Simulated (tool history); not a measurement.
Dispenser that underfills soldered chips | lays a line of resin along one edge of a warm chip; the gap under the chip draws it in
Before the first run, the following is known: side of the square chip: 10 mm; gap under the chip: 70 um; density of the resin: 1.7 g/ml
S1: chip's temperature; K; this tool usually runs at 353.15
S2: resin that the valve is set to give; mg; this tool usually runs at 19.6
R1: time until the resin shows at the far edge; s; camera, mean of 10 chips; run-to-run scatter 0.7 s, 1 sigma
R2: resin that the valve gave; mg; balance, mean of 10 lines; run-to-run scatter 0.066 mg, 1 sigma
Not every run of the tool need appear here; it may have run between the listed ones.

run	hour	S1	S2	R1	R2
1	0.0	353.15	19.6	74.8	19.30
2	7.4	353.15	22.6	94.8	22.16
# hour 12.6: new syringe of resin
3	18.4	339.15	19.6	127.7	19.15
4	24.7	353.15	19.6	99.2	18.99
# hour 27.9: new syringe of resin
5	31.5	353.15	19.6	78.0	18.99
# hour 43.7: new syringe of resin
6	46.0	353.15	19.6	73.3	18.82
7	53.7	353.15	19.6	91.5	18.75
# hour 59.0: new syringe of resin
8	68.6	353.15	19.6	94.8	18.66
# hour 73.7: new syringe of resin
9	81.1	353.15	20.5	87.9	19.46
# hour 88.9: new syringe of resin
10	95.1	354.15	23.1	84.1	21.75
11	101.5	347.15	17.8	128.7	16.70
# hour 104.1: new syringe of resin
12	109.0	343.15	22.0	116.2	20.58
# hour 119.7: new syringe of resin
# hour 120.7: dispensing valve cleaned and set on the balance
13	124.1	343.15	22.0	106.0	21.90
14	134.8	351.15	21.2	111.0	21.04
# hour 135.8: new syringe of resin
# hour 140.8: stage's temperature calibrated
15	150.7	351.15	21.2	102.0	20.95
# hour 151.7: new syringe of resin
16	160.2	368.15	19.6	51.9	19.25
# hour 166.5: new syringe of resin
17	173.9	354.15	20.0	76.6	19.39

Each row is a separate what-if for the run after 17, all from the same tool condition, not one after another. Results?
# hour 181.8: new syringe of resin
A	182.5	342.15	19.6	?	?
# hour 181.8: new syringe of resin
B	182.5	344.15	20.8	?	?
# hour 181.8: new syringe of resin
C	182.5	348.15	22.3	?	?

run	R1	R2
A	96.5	19.14
B	89.3	20.08
C	78.7	21.76
Stripped of hidden state, with their random variation kept, the same runs would have yielded:
run	R1	R2
A	90.0	19.67
B	83.5	20.65
C	73.6	22.37

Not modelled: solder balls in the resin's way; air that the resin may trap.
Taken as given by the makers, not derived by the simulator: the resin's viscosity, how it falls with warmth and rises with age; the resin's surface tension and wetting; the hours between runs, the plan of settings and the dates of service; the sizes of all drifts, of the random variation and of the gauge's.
